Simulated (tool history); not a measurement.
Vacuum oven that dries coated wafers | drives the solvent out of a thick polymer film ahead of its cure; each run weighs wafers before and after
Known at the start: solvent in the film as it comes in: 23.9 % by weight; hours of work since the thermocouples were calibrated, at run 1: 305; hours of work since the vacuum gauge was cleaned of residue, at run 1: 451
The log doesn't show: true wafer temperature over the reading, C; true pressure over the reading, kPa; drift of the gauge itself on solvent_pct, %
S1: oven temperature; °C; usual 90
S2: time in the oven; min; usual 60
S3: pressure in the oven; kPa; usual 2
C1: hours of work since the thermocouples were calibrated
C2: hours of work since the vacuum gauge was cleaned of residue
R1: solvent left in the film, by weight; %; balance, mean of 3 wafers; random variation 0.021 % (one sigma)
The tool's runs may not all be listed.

run,hour,S1,S2,S3,C1,C2,R1
1,0,90,60,2,305,451,2.94
2,37.7,90,60,2,332,479,2.91
3,70.8,90,60,1.11,356,502,2.54
4,87.6,90,60,2,368,514,2.97
5,105,90,60,2,381,527,2.93
6,122.8,80,60,2,394,540,6.37
7,145,90,60,2,410,556,2.94
8,182,90,60,2,436,582,2.98
9,213.8,90,60,2,459,605,2.96
10,247.8,90,60,2,484,630,2.96
11,277.3,90,60,2,505,651,3.01
12,295.5,87,42,3.16,518,664,6.48
13,327,95,60,2,541,687,1.89
14,343.8,95,83,3.33,553,699,1.82
15,379.7,95,64,3.33,579,725,2.33
16,412.1,90,58,2.36,602,748,3.36
17,427.4,90,58,2.36,613,759,3.31
# hour 444.5: oven's thermocouples calibrated
18,467.2,84,71,2.36,16,786,4.01
19,490.6,90,41,4.3,33,803,5.68
20,525.2,89,105,2.11,58,828,1.55

5 ways to go on from here, each from the tool as it stands after run 20. What would each give?
A,561.7,92,37,5.84,84,854,?
B,561.7,80,35,3.67,84,854,?
C,561.7,89,105,6.85,84,854,?
D,561.7,104,48,1.89,84,854,?
E,561.7,90,82,2,84,854,?

run,R1
A,6.26
B,10.54
C,4.12
D,1.05
E,1.85
Without the tool's hidden state the same runs would have given:
run,R1
A,6.14
B,10.4
C,3.98
D,0.97
E,1.71

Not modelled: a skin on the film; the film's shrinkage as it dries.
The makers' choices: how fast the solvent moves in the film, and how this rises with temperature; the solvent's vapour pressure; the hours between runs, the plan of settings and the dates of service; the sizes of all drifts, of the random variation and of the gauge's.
